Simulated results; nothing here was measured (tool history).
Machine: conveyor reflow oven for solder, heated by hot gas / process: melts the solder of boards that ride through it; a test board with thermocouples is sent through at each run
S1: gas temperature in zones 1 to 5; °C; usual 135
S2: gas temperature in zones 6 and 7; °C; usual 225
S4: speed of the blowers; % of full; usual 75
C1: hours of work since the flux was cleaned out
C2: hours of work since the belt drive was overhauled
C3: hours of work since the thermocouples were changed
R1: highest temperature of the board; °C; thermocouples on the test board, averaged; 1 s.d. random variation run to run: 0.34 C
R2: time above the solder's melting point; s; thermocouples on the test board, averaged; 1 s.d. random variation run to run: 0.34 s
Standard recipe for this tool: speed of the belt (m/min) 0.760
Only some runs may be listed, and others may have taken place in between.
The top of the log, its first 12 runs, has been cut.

-- hour=186.8 flux residue cleaned out of gas plates and filters
run 13 hour=204.8 | S1=135 S2=225 speed_of_the_belt_(m/min)=0.760 S4=75 | C1=11 C2=369 C3=477 | R1=211.2 R2=38.0
run 14 hour=220.3 | S1=135 S2=225 speed_of_the_belt_(m/min)=0.760 S4=75 | C1=20 C2=378 C3=486 | R1=211.5 R2=37.6
run 15 hour=241.8 | S1=135 S2=225 speed_of_the_belt_(m/min)=0.760 S4=75 | C1=33 C2=391 C3=499 | R1=211.5 R2=38.3
run 16 hour=258.3 | S1=135 S2=225 speed_of_the_belt_(m/min)=0.760 S4=75 | C1=43 C2=401 C3=509 | R1=211.4 R2=37.5
run 17 hour=270.1 | S1=135 S2=226 speed_of_the_belt_(m/min)=0.760 S4=63 | C1=50 C2=408 C3=516 | R1=209.7 R2=35.3
run 18 hour=284.0 | S1=135 S2=226 speed_of_the_belt_(m/min)=0.760 S4=63 | C1=58 C2=416 C3=524 | R1=209.7 R2=35.4
run 19 hour=299.1 | S1=129 S2=226 speed_of_the_belt_(m/min)=0.760 S4=75 | C1=67 C2=425 C3=533 | R1=210.8 R2=35.9
run 20 hour=318.5 | S1=127 S2=225 speed_of_the_belt_(m/min)=0.769 S4=75 | C1=79 C2=437 C3=545 | R1=209.1 R2=34.1
run 21 hour=339.5 | S1=138 S2=225 speed_of_the_belt_(m/min)=0.887 S4=75 | C1=91 C2=449 C3=557 | R1=205.4 R2=28.7
run 22 hour=354.3 | S1=138 S2=225 speed_of_the_belt_(m/min)=0.887 S4=54 | C1=100 C2=458 C3=566 | R1=200.7 R2=23.7
run 23 hour=375.6 | S1=139 S2=237 speed_of_the_belt_(m/min)=0.826 S4=54 | C1=113 C2=471 C3=579 | R1=212.9 R2=35.1
run 24 hour=392.4 | S1=135 S2=225 speed_of_the_belt_(m/min)=0.683 S4=85 | C1=123 C2=481 C3=589 | R1=215.0 R2=45.4
run 25 hour=404.3 | S1=135 S2=225 speed_of_the_belt_(m/min)=0.683 S4=85 | C1=130 C2=488 C3=596 | R1=215.4 R2=45.6
run 26 hour=419.1 | S1=135 S2=230 speed_of_the_belt_(m/min)=0.760 S4=75 | C1=139 C2=497 C3=605 | R1=214.6 R2=39.2
run 27 hour=434.8 | S1=135 S2=230 speed_of_the_belt_(m/min)=0.688 S4=59 | C1=148 C2=506 C3=614 | R1=214.2 R2=44.0
run 28 hour=446.2 | S1=128 S2=225 speed_of_the_belt_(m/min)=0.688 S4=54 | C1=155 C2=513 C3=621 | R1=207.3 R2=36.2
-- hour=458.9 flux residue cleaned out of gas plates and filters
run 29 hour=464.3 | S1=141 S2=221 speed_of_the_belt_(m/min)=0.781 S4=54 | C1=3 C2=521 C3=629 | R1=204.7 R2=32.4
run 30 hour=475.8 | S1=141 S2=221 speed_of_the_belt_(m/min)=0.781 S4=54 | C1=10 C2=528 C3=636 | R1=204.7 R2=31.5
run 31 hour=485.5 | S1=141 S2=233 speed_of_the_belt_(m/min)=0.781 S4=65 | C1=16 C2=534 C3=642 | R1=217.0 R2=41.8

Here are 4 independent what-if runs from the current tool condition. What would each one return?
run A hour=503.1 | S1=135 S2=225 speed_of_the_belt_(m/min)=0.760 S4=82 | C1=26 C2=544 C3=652 | R1=? R2=?
run B hour=503.1 | S1=129 S2=239 speed_of_the_belt_(m/min)=0.781 S4=54 | C1=26 C2=544 C3=652 | R1=? R2=?
run C hour=503.1 | S1=141 S2=225 speed_of_the_belt_(m/min)=0.626 S4=66 | C1=26 C2=544 C3=652 | R1=? R2=?
run D hour=503.1 | S1=139 S2=223 speed_of_the_belt_(m/min)=0.781 S4=65 | C1=26 C2=544 C3=652 | R1=? R2=?

run=A R1=212.9 R2=39.3
run=B R1=216.9 R2=37.4
run=C R1=216.2 R2=52.6
run=D R1=208.7 R2=34.9
Without the tool's unlogged condition, the same runs would have read:
run=A R1=210.8 R2=37.4
run=B R1=214.7 R2=35.5
run=C R1=214.1 R2=50.5
run=D R1=206.6 R2=32.8
